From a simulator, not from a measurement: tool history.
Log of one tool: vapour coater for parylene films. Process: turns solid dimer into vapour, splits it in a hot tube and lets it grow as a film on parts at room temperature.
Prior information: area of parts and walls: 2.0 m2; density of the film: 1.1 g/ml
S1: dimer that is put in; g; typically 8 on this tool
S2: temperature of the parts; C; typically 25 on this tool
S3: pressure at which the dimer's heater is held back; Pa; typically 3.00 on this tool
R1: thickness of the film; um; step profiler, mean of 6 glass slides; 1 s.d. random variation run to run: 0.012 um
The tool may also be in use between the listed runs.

run	day	S1	S2	S3	R1
1	0.000	8	25	3.00	2.30
2	0.979	8	25	3.00	2.32
3	2.221	13	25	3.00	3.74
4	3.154	13	25	3.00	3.72
5	4.192	13	25	3.00	3.70
6	4.812	13	25	3.00	3.70
7	6.171	13	25	3.00	3.71
8	7.000	13	25	3.00	3.67
9	7.892	8	27	3.00	2.10
10	9.192	8	25	3.00	2.24
11	9.892	8	25	3.00	2.24
12	11.088	8	25	3.00	2.24
13	11.746	8	25	3.00	2.24
14	12.450	8	25	3.00	2.24
15	13.546	13	34	3.00	2.67
16	14.588	13	34	3.00	2.64
17	15.404	13	34	2.01	2.70
18	16.700	13	34	2.01	2.71
19	17.371	10	30	5.18	2.27
20	18.188	13	31	2.99	2.93
21	19.000	13	31	2.99	2.94
22	19.900	7	22	2.58	2.12
23	20.688	6	25	3.00	1.64
24	21.750	8	25	7.20	2.06
25	22.900	6	25	7.20	1.54
26	23.683	10	18	3.49	3.40
27	24.746	10	34	4.88	1.93

Some steps in R1, run to run, broken into two amounts with sign: the step expected even without the hidden condition (settings, incoming material, random variation), and the rest, left for the hidden condition together with whatever gauge scatter is not in both the measured and the hidden-condition-free result:
The tool's hidden condition here consists of: vapour lost through the trap's worn valve, %; true temperature of the parts over the reading, C; drift of the gauge itself on film_um, %.
Run 8 -> 9: S1 13 -> 8, S2 25 -> 27. R1 -1.57 um: hidden state +0.02, all else -1.59.
Run 25 -> 26: S1 6 -> 10, S2 25 -> 18, S3 7.20 -> 3.49. R1 +1.86 um: hidden state -0.13, all else +1.99.
Run 26 -> 27: S2 18 -> 34, S3 3.49 -> 4.88. R1 -1.47 um: hidden state +0.10, all else -1.57.
